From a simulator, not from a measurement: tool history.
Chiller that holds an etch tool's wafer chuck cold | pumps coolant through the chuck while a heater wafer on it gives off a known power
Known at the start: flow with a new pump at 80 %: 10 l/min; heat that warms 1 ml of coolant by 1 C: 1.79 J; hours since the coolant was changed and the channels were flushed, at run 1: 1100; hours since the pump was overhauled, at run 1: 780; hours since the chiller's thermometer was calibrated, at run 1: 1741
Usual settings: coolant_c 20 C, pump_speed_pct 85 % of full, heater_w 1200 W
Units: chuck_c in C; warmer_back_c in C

run,day,coolant_c,pump_speed_pct,heater_w,hours since the coolant was changed and the channels were flushed,hours since the pump was overhauled,hours since the chiller's thermometer was calibrated,chuck_c,warmer_back_c
1,0.000,20,85,1200,1100,780,1741,29.3,3.85
2,3.246,20,85,1200,1178,858,1819,29.2,3.81
3,4.912,20,85,1200,1218,898,1859,29.3,3.81
4,8.058,20,85,1200,1294,973,1935,29.3,3.81
5,10.504,20,85,659,1353,1032,1993,25.1,2.09
6,12.462,20,85,659,1400,1079,2040,25.0,2.10
7,14.538,20,79,1200,1449,1129,2090,29.6,4.18
8,16.554,20,79,1200,1498,1177,2139,30.1,4.17
9,18.662,20,97,1200,1548,1228,2189,28.6,3.40
10,21.950,20,97,1200,1627,1307,2268,28.7,3.39
11,23.679,29,97,1200,1669,1348,2310,37.5,3.39
12,26.746,29,97,1200,1742,1422,2383,37.7,3.40
13,28.938,29,97,1200,1795,1475,2436,37.6,3.35
14,31.562,22,85,1200,1858,1538,2499,31.5,3.90
15,33.771,20,85,1200,1911,1591,2552,29.6,3.93
16,35.933,20,62,1200,1963,1642,2604,31.6,5.56
17,37.604,20,62,1200,2003,1683,2644,31.5,5.59
18,40.121,20,68,1200,2063,1743,2704,30.9,5.09
19,41.704,12,67,1353,2101,1781,2742,24.6,5.78
20,44.292,20,85,1559,2163,1843,2804,32.3,5.15
21,46.704,20,64,1200,2221,1901,2862,31.4,5.38
22,49.079,19,92,1200,2278,1958,2919,28.1,3.61
# day 49.467: coolant pump overhauled
23,50.950,19,92,1200,2318,36,2959,28.3,3.79
# day 52.112: chiller's thermometer calibrated
24,53.871,19,92,1200,2387,105,42,28.5,3.77
25,56.367,24,98,1546,2447,165,102,36.0,4.53
# day 57.404: coolant pump overhauled, once more
26,59.838,24,94,1510,2526,58,180,35.7,4.32
27,62.862,12,85,1200,2598,131,253,21.8,3.84
28,64.621,20,94,1200,2640,173,295,29.1,3.39
29,65.971,20,94,1200,2673,206,328,29.1,3.39
30,67.408,16,95,1723,2707,240,362,29.2,4.80
31,70.162,17,63,751,2773,306,428,24.5,3.24
32,73.325,16,85,1109,2849,382,504,24.8,3.56

Hidden state at the last listed run before each entry between runs and at the first one after, where it differs:
Between runs 22 and 23: coolant pump overhauled (day 49.467)
  heat passed by the chuck's channels, % of clean ones': 93.2 -> 93.1; flow at a given pump speed, % of a new pump's: 95.1 -> 92.1; coolant's true temperature over the reading, C: -0.34 -> -0.35
  measured less the result without the state, chuck_c: +0.4 -> +0.6 C; warmer_back_c: +0.18 -> +0.30 C
Between runs 23 and 24: chiller's thermometer calibrated (day 52.112)
  heat passed by the chuck's channels, % of clean ones': 93.1 -> 92.9; flow at a given pump speed, % of a new pump's: 92.1 -> 91.9; coolant's true temperature over the reading, C: -0.35 -> 0.02
  measured less the result without the state, chuck_c: +0.6 -> +1.0 C; warmer_back_c: +0.30 -> +0.31 C
Between runs 25 and 26: coolant pump overhauled, once more (day 57.404)
  heat passed by the chuck's channels, % of clean ones': 92.7 -> 92.5; flow at a given pump speed, % of a new pump's: 91.7 -> 99.8; coolant's true temperature over the reading, C: 0.01 -> 0
  measured less the result without the state, chuck_c: +1.2 -> +0.7 C; warmer_back_c: +0.37 -> +0.00 C
